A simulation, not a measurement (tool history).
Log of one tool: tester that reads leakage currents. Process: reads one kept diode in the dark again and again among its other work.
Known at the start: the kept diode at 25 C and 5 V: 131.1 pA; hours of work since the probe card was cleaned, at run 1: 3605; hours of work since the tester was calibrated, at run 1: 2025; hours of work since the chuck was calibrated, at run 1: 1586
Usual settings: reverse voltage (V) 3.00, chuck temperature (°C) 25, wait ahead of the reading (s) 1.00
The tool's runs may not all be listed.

| run | hour | reverse voltage (V) | chuck temperature (°C) | wait ahead of the reading (s) | hours of work since the probe card was cleaned | hours of work since the tester was calibrated | hours of work since the chuck was calibrated | current that the tester gives (pA) |
|---|---|---|---|---|---|---|---|---|
| 1 | 0.0 | 3.00 | 25 | 1.00 | 3605 | 2025 | 1586 | 105.82 |
| 2 | 47.1 | 3.00 | 25 | 1.00 | 3638 | 2058 | 1619 | 106.02 |
| 3 | 94.3 | 3.00 | 25 | 1.00 | 3671 | 2091 | 1652 | 106.26 |
| 4 | 145.5 | 3.00 | 25 | 1.00 | 3707 | 2127 | 1688 | 105.79 |
| 5 | 186.6 | 3.00 | 25 | 1.00 | 3735 | 2156 | 1717 | 104.91 |
| 6 | 220.0 | 3.00 | 54 | 1.00 | 3759 | 2179 | 1740 | 1063.88 |
| 7 | 257.6 | 3.00 | 25 | 1.00 | 3785 | 2205 | 1766 | 105.68 |
| 8 | 294.2 | 3.00 | 25 | 1.00 | 3811 | 2231 | 1792 | 105.83 |
| 9 | 364.8 | 3.00 | 25 | 1.00 | 3860 | 2280 | 1841 | 105.06 |
| 10 | 425.5 | 3.00 | 25 | 1.00 | 3902 | 2323 | 1884 | 105.18 |
| 11 | 501.0 | 3.00 | 25 | 1.00 | 3955 | 2375 | 1936 | 104.91 |
|  | 533.1 | probe card cleaned and baked |
| 12 | 546.1 | 1.05 | 25 | 1.00 | 9 | 2405 | 1966 | 67.07 |
|  | 559.8 | chuck's temperature calibrated |
| 13 | 590.2 | 3.00 | 25 | 1.00 | 38 | 2434 | 21 | 117.48 |
| 14 | 651.2 | 3.00 | 25 | 1.00 | 81 | 2477 | 64 | 117.08 |
| 15 | 694.0 | 3.00 | 26 | 1.00 | 111 | 2507 | 94 | 127.59 |
| 16 | 747.1 | 3.00 | 26 | 1.00 | 148 | 2544 | 131 | 126.51 |
|  | 754.7 | probe card cleaned and baked, once more |
| 17 | 818.8 | 3.00 | 26 | 4.71 | 45 | 2592 | 179 | 116.92 |
| 18 | 894.0 | 3.00 | 26 | 4.71 | 97 | 2644 | 231 | 116.70 |
| 19 | 950.3 | 3.00 | 25 | 1.00 | 137 | 2684 | 271 | 107.50 |
| 20 | 1021.3 | 3.00 | 42 | 1.00 | 186 | 2733 | 320 | 445.31 |
| 21 | 1057.3 | 3.00 | 44 | 7.32 | 211 | 2759 | 346 | 519.15 |
| 22 | 1098.7 | 6.23 | 25 | 1.00 | 240 | 2788 | 375 | 146.22 |
| 23 | 1131.0 | 2.52 | 25 | 1.74 | 263 | 2810 | 397 | 99.14 |
| 24 | 1173.0 | 18.91 | 41 | 2.01 | 292 | 2839 | 426 | 888.65 |
| 25 | 1217.1 | 4.67 | 30 | 4.95 | 323 | 2870 | 457 | 197.09 |
| 26 | 1273.3 | 4.67 | 24 | 0.31 | 362 | 2910 | 497 | 120.98 |
| 27 | 1346.6 | 14.84 | 32 | 1.98 | 414 | 2961 | 548 | 380.33 |
| 28 | 1387.3 | 14.84 | 32 | 1.98 | 442 | 2989 | 576 | 382.07 |
| 29 | 1451.9 | 3.00 | 22 | 2.65 | 487 | 3034 | 621 | 80.92 |
| 30 | 1505.6 | 3.00 | 22 | 2.65 | 525 | 3072 | 659 | 80.83 |
| 31 | 1540.5 | 3.00 | 44 | 2.65 | 549 | 3096 | 683 | 515.94 |
| 32 | 1593.5 | 3.07 | 27 | 0.90 | 586 | 3133 | 720 | 128.19 |
| 33 | 1652.4 | 3.00 | 35 | 0.38 | 627 | 3174 | 761 | 250.20 |
| 34 | 1691.0 | 3.00 | 35 | 0.38 | 654 | 3201 | 788 | 249.52 |
| 35 | 1733.6 | 3.00 | 35 | 0.38 | 684 | 3231 | 818 | 250.07 |
| 36 | 1765.0 | 3.00 | 35 | 0.38 | 706 | 3253 | 840 | 249.54 |
| 37 | 1810.2 | 3.00 | 35 | 0.38 | 738 | 3285 | 872 | 251.27 |
| 38 | 1864.0 | 3.00 | 35 | 0.38 | 775 | 3322 | 909 | 250.38 |
| 39 | 1907.1 | 1.09 | 22 | 9.53 | 805 | 3352 | 939 | 52.32 |
| 40 | 1972.8 | 2.61 | 25 | 1.00 | 851 | 3398 | 985 | 99.55 |

Hidden state at the last listed run before each entry between runs and at the first one after, where it differs:
Between runs 11 and 12: probe card cleaned and baked (hour 533.1)
  stray current of the dirty probe card, pA a volt: 2.006 -> 3.048; true chuck temperature over the reading, C: -0.91 -> -0.92
  measured less the result without the state, current that the tester gives (pA): -1.83 -> -1.92
Between runs 12 and 13: chuck's temperature calibrated (hour 559.8)
  stray current of the dirty probe card, pA a volt: 3.048 -> 3.062; current scale over the true one, %: 0.46 -> 0.47; true chuck temperature over the reading, C: -0.92 -> 0.09
  measured less the result without the state, current that the tester gives (pA): -1.92 -> +10.50
Between runs 16 and 17: probe card cleaned and baked, once more (hour 754.7)
  stray current of the dirty probe card, pA a volt: 3.119 -> 0.047; true chuck temperature over the reading, C: 0.04 -> 0.01
  measured less the result without the state, current that the tester gives (pA): +10.24 -> +0.79
